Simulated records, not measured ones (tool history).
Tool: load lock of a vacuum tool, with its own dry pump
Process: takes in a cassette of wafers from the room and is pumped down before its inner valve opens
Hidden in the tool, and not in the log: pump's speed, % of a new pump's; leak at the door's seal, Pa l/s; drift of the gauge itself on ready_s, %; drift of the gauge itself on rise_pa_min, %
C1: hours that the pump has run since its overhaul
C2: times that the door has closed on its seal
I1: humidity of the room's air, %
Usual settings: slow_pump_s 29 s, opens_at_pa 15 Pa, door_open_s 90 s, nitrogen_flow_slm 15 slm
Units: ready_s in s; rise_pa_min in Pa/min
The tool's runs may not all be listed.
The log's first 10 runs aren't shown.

run 11 hour=2319.5 | slow_pump_s=37 opens_at_pa=15 door_open_s=90 nitrogen_flow_slm=5 | C1=5709 C2=26893 | I1=41.5 | ready_s=63.6 rise_pa_min=0.309
run 12 hour=2458.2 | slow_pump_s=37 opens_at_pa=15 door_open_s=90 nitrogen_flow_slm=5 | C1=5848 C2=27380 | I1=48.0 | ready_s=63.5 rise_pa_min=0.333
-- hour=2695.9 door's seal changed, seat wiped
run 13 hour=2731.0 | slow_pump_s=29 opens_at_pa=15 door_open_s=90 nitrogen_flow_slm=8 | C1=6119 C2=123 | I1=43.5 | ready_s=56.7 rise_pa_min=0.068
run 14 hour=2970.7 | slow_pump_s=29 opens_at_pa=15 door_open_s=90 nitrogen_flow_slm=8 | C1=6359 C2=964 | I1=43.0 | ready_s=56.1 rise_pa_min=0.065
run 15 hour=3092.3 | slow_pump_s=29 opens_at_pa=19 door_open_s=90 nitrogen_flow_slm=15 | C1=6481 C2=1391 | I1=46.1 | ready_s=56.1 rise_pa_min=0.062
run 16 hour=3220.3 | slow_pump_s=29 opens_at_pa=19 door_open_s=90 nitrogen_flow_slm=15 | C1=6609 C2=1840 | I1=46.9 | ready_s=55.8 rise_pa_min=0.062
run 17 hour=3378.4 | slow_pump_s=29 opens_at_pa=19 door_open_s=90 nitrogen_flow_slm=15 | C1=6767 C2=2394 | I1=43.0 | ready_s=56.6 rise_pa_min=0.062
run 18 hour=3506.4 | slow_pump_s=29 opens_at_pa=15 door_open_s=90 nitrogen_flow_slm=15 | C1=6895 C2=2843 | I1=41.6 | ready_s=57.6 rise_pa_min=0.063
run 19 hour=3717.1 | slow_pump_s=40 opens_at_pa=18 door_open_s=90 nitrogen_flow_slm=25 | C1=7105 C2=3582 | I1=40.3 | ready_s=65.4 rise_pa_min=0.048
run 20 hour=3839.6 | slow_pump_s=40 opens_at_pa=12 door_open_s=61 nitrogen_flow_slm=4 | C1=7228 C2=4012 | I1=40.0 | ready_s=67.2 rise_pa_min=0.070
run 21 hour=4062.0 | slow_pump_s=29 opens_at_pa=16 door_open_s=90 nitrogen_flow_slm=15 | C1=7450 C2=4792 | I1=45.3 | ready_s=57.7 rise_pa_min=0.072
run 22 hour=4237.6 | slow_pump_s=18 opens_at_pa=14 door_open_s=29 nitrogen_flow_slm=10 | C1=7626 C2=5408 | I1=44.2 | ready_s=48.9 rise_pa_min=0.053
run 23 hour=4490.6 | slow_pump_s=19 opens_at_pa=14 door_open_s=29 nitrogen_flow_slm=4 | C1=7879 C2=6295 | I1=46.3 | ready_s=49.6 rise_pa_min=0.066
run 24 hour=4677.0 | slow_pump_s=32 opens_at_pa=13 door_open_s=68 nitrogen_flow_slm=5 | C1=8065 C2=6949 | I1=44.1 | ready_s=60.2 rise_pa_min=0.093

The next listed run, before its measurement:
run 25 hour=4908.3 | slow_pump_s=43 opens_at_pa=14 door_open_s=94 nitrogen_flow_slm=5 | C1=8297 C2=7760 | I1=44.6 | ready_s=? rise_pa_min=?

{"run 25": {"ready_s": 68.7, "rise_pa_min": 0.113}}
Without the tool's hidden state the same run would have given ready_s 66.6 s, rise_pa_min 0.079 Pa/min.
